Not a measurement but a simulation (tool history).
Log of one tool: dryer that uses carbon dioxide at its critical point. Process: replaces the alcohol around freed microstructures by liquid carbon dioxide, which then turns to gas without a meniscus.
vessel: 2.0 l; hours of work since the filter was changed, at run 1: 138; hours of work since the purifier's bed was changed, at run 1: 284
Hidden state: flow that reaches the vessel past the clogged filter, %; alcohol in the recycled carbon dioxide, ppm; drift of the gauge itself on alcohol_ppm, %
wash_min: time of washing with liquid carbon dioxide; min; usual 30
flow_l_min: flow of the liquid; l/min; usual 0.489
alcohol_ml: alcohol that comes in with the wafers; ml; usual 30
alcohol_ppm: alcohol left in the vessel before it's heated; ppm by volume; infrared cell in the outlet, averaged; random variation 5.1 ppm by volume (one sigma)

run,hour,wash_min,flow_l_min,alcohol_ml,hours of work since the filter was changed,hours of work since the purifier's bed was changed,alcohol_ppm
1,0.0,30,0.489,30,138,284,155
2,70.6,30,0.489,30,169,315,165
3,117.7,30,0.489,30,190,336,167
4,158.0,21,0.489,30,207,353,517
5,216.6,21,0.489,30,233,379,561
6,289.1,25,0.489,30,265,411,340
7,320.7,25,0.489,52,279,425,540
8,354.6,30,0.489,30,293,439,229
9,407.6,30,0.489,30,317,463,238
10,462.8,30,0.489,30,341,487,266
11,521.9,43,0.489,30,367,513,151
12,585.6,43,0.489,30,394,541,153
13,631.5,43,0.489,30,415,561,168
14,689.4,43,0.489,30,440,586,182
# hour 696.9: inlet filter changed
15,726.7,43,0.489,30,13,602,161
16,794.3,43,0.489,30,43,631,174
17,847.4,30,0.489,30,66,655,238
18,880.6,30,0.532,30,80,669,211
19,931.0,30,0.532,30,102,691,230
20,965.8,36,0.489,30,118,706,206
21,1035.7,36,0.489,30,148,737,234
# hour 1083.4: purifier's bed changed
22,1107.6,36,0.489,30,178,11,45
23,1170.5,36,0.489,30,206,38,42
24,1229.8,36,0.489,30,232,64,57
25,1298.5,33,0.587,32,262,94,50
26,1358.5,29,0.346,58,288,120,1044
27,1393.0,29,0.346,58,303,135,1074
28,1433.8,25,0.486,29,321,153,294
29,1471.9,30,0.392,71,338,170,785
30,1502.6,30,0.392,71,351,183,807
31,1560.1,39,0.343,114,376,209,823
32,1592.9,35,0.500,66,391,223,179
33,1660.5,28,0.500,35,420,252,286
# hour 1710.7: inlet filter changed
34,1719.6,25,0.326,32,4,278,789
35,1770.9,30,0.489,46,26,300,162
36,1829.9,30,0.489,46,52,326,176
37,1888.6,21,0.410,25,78,352,607
38,1922.6,38,0.386,51,93,367,214
39,1983.8,30,0.661,67,119,393,129
40,2041.5,19,0.506,30,145,419,587
41,2095.5,22,0.474,60,168,442,855

4 ways to go on from here, each from the tool as it stands after run 41. What would each give?
A,2127.8,20,0.569,114,182,456,?
B,2127.8,30,0.489,114,182,456,?
C,2127.8,30,0.489,39,182,456,?
D,2127.8,33,0.438,81,182,456,?

run,alcohol_ppm
A,1164
B,437
C,242
D,365
Without the tool's hidden state the same runs would have given:
run,alcohol_ppm
A,762
B,210
C,88
D,168
